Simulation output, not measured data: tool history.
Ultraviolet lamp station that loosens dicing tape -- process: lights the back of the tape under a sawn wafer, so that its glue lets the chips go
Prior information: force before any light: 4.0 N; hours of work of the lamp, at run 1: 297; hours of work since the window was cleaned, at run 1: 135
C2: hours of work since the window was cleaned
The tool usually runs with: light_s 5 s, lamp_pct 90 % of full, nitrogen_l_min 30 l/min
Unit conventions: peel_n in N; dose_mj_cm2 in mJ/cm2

{"run": 1, "day": 0.0, "light_s": 5, "lamp_pct": 90, "nitrogen_l_min": 30, "hours of work of the lamp": 297, "C2": 135, "peel_n": 0.344, "dose_mj_cm2": 354}
{"run": 2, "day": 2.725, "light_s": 2, "lamp_pct": 90, "nitrogen_l_min": 30, "hours of work of the lamp": 344, "C2": 182, "peel_n": 1.404, "dose_mj_cm2": 143}
{"run": 3, "day": 4.883, "light_s": 2, "lamp_pct": 90, "nitrogen_l_min": 30, "hours of work of the lamp": 382, "C2": 220, "peel_n": 1.398, "dose_mj_cm2": 144}
{"run": 4, "day": 8.238, "light_s": 2, "lamp_pct": 90, "nitrogen_l_min": 30, "hours of work of the lamp": 440, "C2": 278, "peel_n": 1.424, "dose_mj_cm2": 141}
{"day": 9.004, "done": "window cleaned of glue's vapour"}
{"run": 5, "day": 10.333, "light_s": 2, "lamp_pct": 90, "nitrogen_l_min": 30, "hours of work of the lamp": 476, "C2": 23, "peel_n": 1.475, "dose_mj_cm2": 141}
{"run": 6, "day": 12.104, "light_s": 2, "lamp_pct": 71, "nitrogen_l_min": 30, "hours of work of the lamp": 507, "C2": 54, "peel_n": 1.836, "dose_mj_cm2": 111}
{"run": 7, "day": 15.538, "light_s": 4, "lamp_pct": 97, "nitrogen_l_min": 16, "hours of work of the lamp": 566, "C2": 113, "peel_n": 0.721, "dose_mj_cm2": 306}
{"run": 8, "day": 18.496, "light_s": 4, "lamp_pct": 97, "nitrogen_l_min": 16, "hours of work of the lamp": 618, "C2": 165, "peel_n": 0.753, "dose_mj_cm2": 309}
{"run": 9, "day": 21.142, "light_s": 2, "lamp_pct": 74, "nitrogen_l_min": 30, "hours of work of the lamp": 663, "C2": 211, "peel_n": 1.723, "dose_mj_cm2": 118}
{"run": 10, "day": 24.729, "light_s": 3, "lamp_pct": 68, "nitrogen_l_min": 30, "hours of work of the lamp": 726, "C2": 273, "peel_n": 1.259, "dose_mj_cm2": 163}

Each row is a separate what-if for the run after 10, all from the same tool condition, not one after another. Results?
{"day": 25.988, "done": "window cleaned of glue's vapour"}
{"run": "A", "day": 27.388, "light_s": 9, "lamp_pct": 90, "nitrogen_l_min": 10, "hours of work of the lamp": 771, "C2": 24, "peel_n": "?", "dose_mj_cm2": "?"}
{"day": 25.988, "done": "window cleaned of glue's vapour"}
{"run": "B", "day": 27.388, "light_s": 7, "lamp_pct": 93, "nitrogen_l_min": 27, "hours of work of the lamp": 771, "C2": 24, "peel_n": "?", "dose_mj_cm2": "?"}
{"day": 25.988, "done": "window cleaned of glue's vapour"}
{"run": "C", "day": 27.388, "light_s": 7, "lamp_pct": 90, "nitrogen_l_min": 45, "hours of work of the lamp": 771, "C2": 24, "peel_n": "?", "dose_mj_cm2": "?"}
{"day": 25.988, "done": "window cleaned of glue's vapour"}
{"run": "D", "day": 27.388, "light_s": 6, "lamp_pct": 90, "nitrogen_l_min": 30, "hours of work of the lamp": 771, "C2": 24, "peel_n": "?", "dose_mj_cm2": "?"}
{"day": 25.988, "done": "window cleaned of glue's vapour"}
{"run": "E", "day": 27.388, "light_s": 3, "lamp_pct": 68, "nitrogen_l_min": 35, "hours of work of the lamp": 771, "C2": 24, "peel_n": "?", "dose_mj_cm2": "?"}

run=A peel_n=0.288 dose_mj_cm2=650
run=B peel_n=0.191 dose_mj_cm2=512
run=C peel_n=0.138 dose_mj_cm2=501
run=D peel_n=0.224 dose_mj_cm2=431
run=E peel_n=1.196 dose_mj_cm2=163
With the hidden condition removed and each run's random variation left untouched, the same runs would have given:
run=A peel_n=0.288 dose_mj_cm2=651
run=B peel_n=0.191 dose_mj_cm2=513
run=C peel_n=0.137 dose_mj_cm2=502
run=D peel_n=0.223 dose_mj_cm2=431
run=E peel_n=1.194 dose_mj_cm2=163

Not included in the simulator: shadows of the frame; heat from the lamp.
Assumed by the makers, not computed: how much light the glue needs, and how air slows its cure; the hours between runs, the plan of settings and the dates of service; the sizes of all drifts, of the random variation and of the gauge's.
